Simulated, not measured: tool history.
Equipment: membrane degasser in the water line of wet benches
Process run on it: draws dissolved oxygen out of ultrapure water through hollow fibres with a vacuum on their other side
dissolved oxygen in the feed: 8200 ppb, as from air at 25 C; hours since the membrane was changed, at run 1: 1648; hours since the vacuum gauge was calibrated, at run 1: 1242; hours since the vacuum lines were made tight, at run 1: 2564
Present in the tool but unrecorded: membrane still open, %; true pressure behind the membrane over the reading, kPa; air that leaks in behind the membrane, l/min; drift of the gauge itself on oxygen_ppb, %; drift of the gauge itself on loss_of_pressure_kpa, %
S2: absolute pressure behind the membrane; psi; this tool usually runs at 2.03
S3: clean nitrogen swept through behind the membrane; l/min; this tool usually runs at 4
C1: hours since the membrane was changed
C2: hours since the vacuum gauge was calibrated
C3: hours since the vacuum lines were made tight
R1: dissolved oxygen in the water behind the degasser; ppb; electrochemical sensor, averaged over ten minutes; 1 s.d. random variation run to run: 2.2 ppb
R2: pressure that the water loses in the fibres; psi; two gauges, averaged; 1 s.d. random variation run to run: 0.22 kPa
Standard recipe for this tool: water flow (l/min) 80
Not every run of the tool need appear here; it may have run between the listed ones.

run 1 day=0 | water_flow_(l/min)=80 S2=2.03 S3=4 | C1=1648 C2=1242 C3=2564 | R1=466.2 R2=8.138
run 2 day=2.054 | water_flow_(l/min)=80 S2=2.03 S3=4.16 | C1=1697 C2=1291 C3=2613 | R1=445.9 R2=8.095
run 3 day=3.467 | water_flow_(l/min)=80 S2=2.03 S3=4.16 | C1=1731 C2=1325 C3=2647 | R1=448.6 R2=8.041
run 4 day=4.775 | water_flow_(l/min)=73 S2=2.03 S3=4.16 | C1=1763 C2=1357 C3=2678 | R1=418 R2=7.31
run 5 day=5.725 | water_flow_(l/min)=80 S2=1.38 S3=4 | C1=1785 C2=1379 C3=2701 | R1=278.5 R2=8.074
run 6 day=7.6 | water_flow_(l/min)=80 S2=1.38 S3=10.56 | C1=1830 C2=1424 C3=2746 | R1=120 R2=8.118
run 7 day=8.796 | water_flow_(l/min)=95 S2=2.03 S3=4 | C1=1859 C2=1453 C3=2775 | R1=539.3 R2=9.559
run 8 day=10.517 | water_flow_(l/min)=80 S2=2.03 S3=2.29 | C1=1900 C2=1494 C3=2816 | R1=721.5 R2=8.026
run 9 day=11.512 | water_flow_(l/min)=59 S2=2.03 S3=2.29 | C1=1924 C2=1518 C3=2840 | R1=563.6 R2=5.999
run 10 day=13.129 | water_flow_(l/min)=62 S2=2.03 S3=4 | C1=1963 C2=1557 C3=2879 | R1=370.8 R2=6.271
run 11 day=15.042 | water_flow_(l/min)=62 S2=2.03 S3=4 | C1=2009 C2=1603 C3=2925 | R1=371.7 R2=6.255
run 12 day=16.892 | water_flow_(l/min)=68 S2=2.03 S3=4 | C1=2053 C2=1647 C3=2969 | R1=399.6 R2=6.837
run 13 day=17.867 | water_flow_(l/min)=68 S2=2.03 S3=4 | C1=2077 C2=1671 C3=2992 | R1=403.4 R2=6.812
run 14 day=19.458 | water_flow_(l/min)=80 S2=1.87 S3=4 | C1=2115 C2=1709 C3=3031 | R1=416.9 R2=8.029
run 15 day=20.358 | water_flow_(l/min)=80 S2=1.87 S3=4 | C1=2137 C2=1731 C3=3052 | R1=420.1 R2=8.126
run 16 day=21.217 | water_flow_(l/min)=80 S2=1.87 S3=4 | C1=2157 C2=1751 C3=3073 | R1=420.2 R2=8.083
run 17 day=22.512 | water_flow_(l/min)=80 S2=1.87 S3=4 | C1=2188 C2=1782 C3=3104 | R1=420.3 R2=8.1
run 18 day=24.008 | water_flow_(l/min)=80 S2=1.29 S3=4 | C1=2224 C2=1818 C3=3140 | R1=255.9 R2=8.026
run 19 day=25.738 | water_flow_(l/min)=107 S2=1.29 S3=4.81 | C1=2266 C2=1860 C3=3181 | R1=290.8 R2=10.739
run 20 day=26.608 | water_flow_(l/min)=107 S2=1.29 S3=7.63 | C1=2287 C2=1881 C3=3202 | R1=197.8 R2=10.768
run 21 day=28.5 | water_flow_(l/min)=49 S2=1.29 S3=3.56 | C1=2332 C2=1926 C3=3248 | R1=178.8 R2=4.962
run 22 day=30.425 | water_flow_(l/min)=105 S2=2.03 S3=2.61 | C1=2378 C2=1972 C3=3294 | R1=810.1 R2=10.62
run 23 day=31.954 | water_flow_(l/min)=64 S2=3.29 S3=2.54 | C1=2415 C2=2009 C3=3330 | R1=961.6 R2=6.424
run 24 day=32.942 | water_flow_(l/min)=62 S2=1.61 S3=4 | C1=2439 C2=2033 C3=3354 | R1=274.6 R2=6.26

What will run 25 give?
run 25 day=34.804 | water_flow_(l/min)=62 S2=1.61 S3=4 | C1=2483 C2=2077 C3=3399 | R1=? R2=?

{"run 25": {"R1": 272.5, "R2": 6.203}}
Take away the tool's hidden state, keep the run-to-run variation as it was, and the same run would have given R1 272.4 ppb, R2 6.202 psi.
